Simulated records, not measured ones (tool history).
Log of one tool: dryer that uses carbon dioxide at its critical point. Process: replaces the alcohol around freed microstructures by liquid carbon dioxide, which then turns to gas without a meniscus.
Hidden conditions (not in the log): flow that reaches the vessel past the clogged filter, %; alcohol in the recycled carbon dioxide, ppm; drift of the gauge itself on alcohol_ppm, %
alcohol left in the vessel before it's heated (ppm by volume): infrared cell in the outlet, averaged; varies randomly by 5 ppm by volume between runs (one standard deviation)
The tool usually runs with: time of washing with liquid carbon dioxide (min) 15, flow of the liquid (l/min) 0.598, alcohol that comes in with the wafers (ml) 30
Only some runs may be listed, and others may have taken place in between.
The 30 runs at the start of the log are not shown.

run	day	time of washing with liquid carbon dioxide (min)	flow of the liquid (l/min)	alcohol that comes in with the wafers (ml)	hours of work since the filter was changed	hours of work since the purifier's bed was changed	alcohol left in the vessel before it's heated (ppm by volume)
31	34.1	21	0.967	91	49	43	14
32	35.833	23	0.967	91	63	57	5
33	36.717	23	0.967	91	70	64	19
34	37.833	23	0.598	26	79	74	23
35	39.358	23	0.5	30	92	86	27
36	40.175	23	0.933	32	98	93	27
37	41.654	23	0.933	32	111	105	24
38	42.454	19	0.571	61	117	111	37
39	44.117	11	0.967	30	131	125	38
40	45.696	11	0.967	30	144	138	39

Below are 3 alternative next runs, each starting from the tool's condition after run 40. Predict each:
A	46.6	14	0.686	28	151	145	?
B	46.6	15	0.461	30	151	145	?
C	46.6	15	0.401	30	151	145	?

run	alcohol left in the vessel before it's heated (ppm by volume)
A	62
B	173
C	296
What these runs would have given with no unlogged condition in the tool:
run	alcohol left in the vessel before it's heated (ppm by volume)
A	26
B	105
C	199
